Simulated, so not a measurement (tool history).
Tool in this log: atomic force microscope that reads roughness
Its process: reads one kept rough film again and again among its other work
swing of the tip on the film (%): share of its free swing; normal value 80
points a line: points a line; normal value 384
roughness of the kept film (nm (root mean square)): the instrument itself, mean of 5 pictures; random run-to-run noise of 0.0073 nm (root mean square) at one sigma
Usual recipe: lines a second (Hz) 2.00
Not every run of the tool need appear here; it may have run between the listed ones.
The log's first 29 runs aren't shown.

run   hour  lines a second (Hz)  swing of the tip on the film (%)  points a line  roughness of the kept film (nm (root mean square))
 30  210.5                 3.30                                80            384                                               1.343
 31  218.5                 2.00                                80            335                                               1.424
 32  225.0                 2.00                                70            662                                               1.499
 33  232.3                 1.20                                68            938                                               1.546
 34  239.0                 2.05                                61            375                                               1.525
 35  248.3                 0.51                                57            384                                               1.568
 36  256.6                 0.51                                57            384                                               1.563
 37  262.9                 2.89                                59            384                                               1.495
     266.0  -- new tip fitted
 38  267.7                 2.89                                64            384                                               1.602
 39  274.5                 2.99                                58            340                                               1.609
 40  279.1                 1.46                                74            644                                               1.607
 41  286.6                 0.77                                66            307                                               1.649
 42  296.0                 0.77                                59            307                                               1.677
 43  301.6                 1.25                                84            347                                               1.550
 44  305.9                 2.74                                55            791                                               1.618
 45  311.8                 1.37                                85            425                                               1.524
 46  320.4                 1.37                                85            425                                               1.518
 47  328.1                 0.67                                82            425                                               1.605
 48  334.5                 1.98                                82            388                                               1.471
 49  338.7                 0.52                                60            929                                               1.671
 50  346.7                 0.90                                61            929                                               1.648
 51  354.1                 0.60                                76            348                                               1.605
 52  359.4                 2.66                                69            384                                               1.518
 53  366.8                 3.12                                57            384                                               1.577

Predict each of these 4 candidate next runs independently; none follows another, all start after run 53:
  A  373.5                 2.01                                56            479                                                   ?
  B  373.5                 3.31                                65            456                                                   ?
  C  373.5                 3.12                                68            384                                                   ?
  D  373.5                 2.00                                65            384                                                   ?

run  roughness of the kept film (nm (root mean square))
  A                                               1.620
  B                                               1.515
  C                                               1.481
  D                                               1.565
Stripped of hidden state, with their random variation kept, the same runs would have yielded:
run  roughness of the kept film (nm (root mean square))
  A                                               1.685
  B                                               1.577
  C                                               1.542
  D                                               1.629
